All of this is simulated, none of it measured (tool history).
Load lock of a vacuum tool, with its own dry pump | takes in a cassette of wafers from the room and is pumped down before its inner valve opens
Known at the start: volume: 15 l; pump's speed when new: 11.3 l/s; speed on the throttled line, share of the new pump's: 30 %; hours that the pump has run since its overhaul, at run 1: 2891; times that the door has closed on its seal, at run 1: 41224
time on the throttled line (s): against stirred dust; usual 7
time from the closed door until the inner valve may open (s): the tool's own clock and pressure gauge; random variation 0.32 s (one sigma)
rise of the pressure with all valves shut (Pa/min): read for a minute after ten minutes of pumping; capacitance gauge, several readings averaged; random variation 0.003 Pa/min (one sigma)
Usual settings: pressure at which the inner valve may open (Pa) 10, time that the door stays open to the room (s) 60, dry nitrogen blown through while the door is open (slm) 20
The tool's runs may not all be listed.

run,hour,time on the throttled line (s),pressure at which the inner valve may open (Pa),time that the door stays open to the room (s),dry nitrogen blown through while the door is open (slm),hours that the pump has run since its overhaul,times that the door has closed on its seal,"incoming humidity of the room's air, %",time from the closed door until the inner valve may open (s),rise of the pressure with all valves shut (Pa/min)
1,0.0,7,10,60,20,2891,41224,43.9,17.4,0.047
2,62.1,7,10,60,20,2953,41423,45.2,17.1,0.038
3,155.1,7,10,60,26,3046,41721,44.9,17.3,0.037
4,241.7,7,10,60,26,3133,41998,45.6,17.8,0.036
5,325.5,7,18,60,20,3217,42266,46.4,16.6,0.047
6,406.0,7,10,53,20,3297,42524,42.3,17.1,0.036
7,498.5,4,10,60,20,3390,42820,45.3,15.4,0.049
8,556.2,4,10,60,20,3447,43005,45.8,14.9,0.045
9,639.0,7,10,60,20,3530,43270,42.6,17.3,0.042
10,706.8,7,10,60,20,3598,43488,42.8,17.6,0.045
11,786.2,4,10,60,20,3677,43741,46.1,15.6,0.045
12,867.7,4,10,60,20,3759,44003,45.3,14.8,0.046
13,938.3,4,10,60,20,3829,44229,46.5,14.5,0.046
14,1006.1,4,10,60,20,3897,44446,47.5,15.1,0.044
15,1077.7,4,10,60,20,3969,44675,45.1,14.9,0.046
16,1131.7,4,10,60,20,4023,44848,48.0,15.2,0.044
17,1238.8,7,10,60,20,4130,45191,42.5,17.6,0.039
18,1309.9,7,11,32,38,4201,45419,42.4,17.0,0.032
19,1368.6,7,11,32,38,4260,45607,44.2,16.5,0.022
20,1474.8,11,19,163,21,4366,45947,42.6,18.9,0.053
21,1535.7,11,19,73,5,4427,46142,44.0,19.4,0.074
22,1641.0,8,19,73,5,4532,46479,44.8,17.5,0.072
23,1734.9,8,19,73,5,4626,46780,43.0,17.1,0.072
24,1806.0,8,19,219,13,4697,47007,47.5,17.1,0.081
25,1880.5,8,19,219,13,4772,47246,45.5,17.0,0.081
26,1966.5,7,19,60,4,4858,47521,46.2,15.9,0.069
# hour 2024.0: door's seal changed, seat wiped
27,2030.7,6,11,28,4,4920,22,45.4,16.6,0.056
28,2092.6,6,11,28,4,4982,220,46.1,15.9,0.059
29,2144.2,5,8,26,14,5034,386,44.1,16.0,0.031
30,2190.2,9,10,55,14,5080,533,43.0,19.4,0.044
31,2266.8,5,11,50,14,5156,778,45.5,15.5,0.049
32,2334.7,7,11,27,20,5224,996,43.1,17.2,0.028
33,2436.8,7,18,109,20,5326,1322,42.4,16.4,0.048
34,2532.7,7,18,109,20,5422,1630,42.6,16.0,0.047

Hidden state or all else? Some run-to-run changes of rise of the pressure with all valves shut (Pa/min), split into what the settings, what came in and random variation would give without the hidden state, and what is left for the hidden state (with any gauge scatter that isn't in both results):
The hidden state here: pump's speed, % of a new pump's; leak at the door's seal, Pa l/s; drift of the gauge itself on ready_s, %; drift of the gauge itself on rise_pa_min, %.
Run 1 -> 2: no setting changed, nothing entered. rise of the pressure with all valves shut (Pa/min) -0.009: hidden state -0.001, all else -0.008.
Run 9 -> 10: no setting changed, nothing entered. rise of the pressure with all valves shut (Pa/min) +0.003: hidden state +0.001, all else +0.002.
Run 19 -> 20: time on the throttled line (s) 7 -> 11, pressure at which the inner valve may open (Pa) 11 -> 19, time that the door stays open to the room (s) 32 -> 163, dry nitrogen blown through while the door is open (slm) 38 -> 21. rise of the pressure with all valves shut (Pa/min) +0.031: hidden state +0.001, all else +0.030.
Run 26 -> 27: time on the throttled line (s) 7 -> 6, pressure at which the inner valve may open (Pa) 19 -> 11, time that the door stays open to the room (s) 60 -> 28, door's seal changed, seat wiped. rise of the pressure with all valves shut (Pa/min) -0.013: hidden state -0.003, all else -0.010.
Run 28 -> 29: time on the throttled line (s) 6 -> 5, pressure at which the inner valve may open (Pa) 11 -> 8, time that the door stays open to the room (s) 28 -> 26, dry nitrogen blown through while the door is open (slm) 4 -> 14. rise of the pressure with all valves shut (Pa/min) -0.028: hidden state +0.000, all else -0.028.
Run 31 -> 32: time on the throttled line (s) 5 -> 7, time that the door stays open to the room (s) 50 -> 27, dry nitrogen blown through while the door is open (slm) 14 -> 20. rise of the pressure with all valves shut (Pa/min) -0.021: hidden state +0.000, all else -0.021.
